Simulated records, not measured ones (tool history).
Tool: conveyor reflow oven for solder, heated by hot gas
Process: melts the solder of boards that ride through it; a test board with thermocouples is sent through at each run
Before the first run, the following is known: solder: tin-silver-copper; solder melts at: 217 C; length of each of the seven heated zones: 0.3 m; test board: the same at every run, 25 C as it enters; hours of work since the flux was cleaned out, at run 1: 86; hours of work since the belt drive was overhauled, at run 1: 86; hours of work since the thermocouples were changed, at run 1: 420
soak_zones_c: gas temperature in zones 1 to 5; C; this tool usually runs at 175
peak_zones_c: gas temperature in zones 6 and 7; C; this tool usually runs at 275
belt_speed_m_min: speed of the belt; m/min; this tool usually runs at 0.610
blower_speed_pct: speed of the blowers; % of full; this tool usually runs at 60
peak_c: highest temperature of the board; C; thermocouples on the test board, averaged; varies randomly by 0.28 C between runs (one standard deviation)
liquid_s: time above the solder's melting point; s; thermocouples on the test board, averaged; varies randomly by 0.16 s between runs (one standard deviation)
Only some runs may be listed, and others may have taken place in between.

run	hour	soak_zones_c	peak_zones_c	belt_speed_m_min	blower_speed_pct	hours of work since the flux was cleaned out	hours of work since the belt drive was overhauled	hours of work since the thermocouples were changed	peak_c	liquid_s
1	0.0	175	275	0.610	60	86	86	420	251.9	43.2
2	79.6	175	275	0.586	60	149	149	483	253.7	46.2
3	172.5	175	275	0.557	60	222	222	557	255.4	49.8
4	238.0	175	275	0.557	60	274	274	608	255.8	49.9
5	294.6	175	275	0.557	60	319	319	653	255.3	49.7
# hour 320.2: flux residue cleaned out of gas plates and filters
6	363.5	175	275	0.557	60	34	370	704	255.9	49.8
7	445.1	175	275	0.610	60	99	434	768	252.5	43.2
8	505.8	175	275	0.610	60	147	482	816	252.3	43.3
9	566.5	175	272	0.610	60	195	530	865	249.1	42.3
10	658.1	175	272	0.610	60	267	603	937	249.9	41.6
11	700.4	178	283	0.610	55	301	636	970	256.9	46.3
# hour 747.3: flux residue cleaned out of gas plates and filters
12	789.7	177	283	0.512	55	34	703	1037	263.7	59.4
13	879.4	175	280	0.610	60	105	774	1108	256.1	45.5
# hour 905.5: belt drive overhauled, speed set with a stopwatch
14	928.9	186	283	0.574	83	141	19	1144	271.3	58.8
15	1003.2	175	275	0.509	60	199	77	1203	258.5	57.0
16	1090.3	175	280	0.661	60	268	146	1272	253.2	40.0
# hour 1186.5: flux residue cleaned out of gas plates and filters
17	1193.1	175	280	0.661	60	5	224	1349	252.8	39.7
# hour 1290.8: thermocouples of zones 6 and 7 changed
18	1290.8	175	280	0.626	60	81	299	0	255.0	43.5
19	1388.4	175	275	0.563	60	158	377	77	254.9	49.0

Hidden state at the last listed run before each entry between runs and at the first one after, where it differs:
Logged between run 5 and run 6: flux residue cleaned out of gas plates and filters (hour 320.2)
  heat that the gas passes to the board, % of a clean oven's: 99.7 -> 99.9
Logged between run 11 and run 12: flux residue cleaned out of gas plates and filters (hour 747.3)
  heat that the gas passes to the board, % of a clean oven's: 99.7 -> 99.9; true gas temperature in zones 6 and 7 over the reading, C: 0.16 -> 0.17
Logged between run 13 and run 14: belt drive overhauled, speed set with a stopwatch (hour 905.5)
  heat that the gas passes to the board, % of a clean oven's: 99.9 -> 99.8; belt's true speed, % of the reading: 99.96 -> 100
Logged between run 16 and run 17: flux residue cleaned out of gas plates and filters (hour 1186.5)
  heat that the gas passes to the board, % of a clean oven's: 99.7 -> 100; belt's true speed, % of the reading: 100 -> 99.99; true gas temperature in zones 6 and 7 over the reading, C: 0.22 -> 0.23
Logged between run 17 and run 18: thermocouples of zones 6 and 7 changed (hour 1290.8)
  heat that the gas passes to the board, % of a clean oven's: 100 -> 99.9; true gas temperature in zones 6 and 7 over the reading, C: 0.23 -> 0
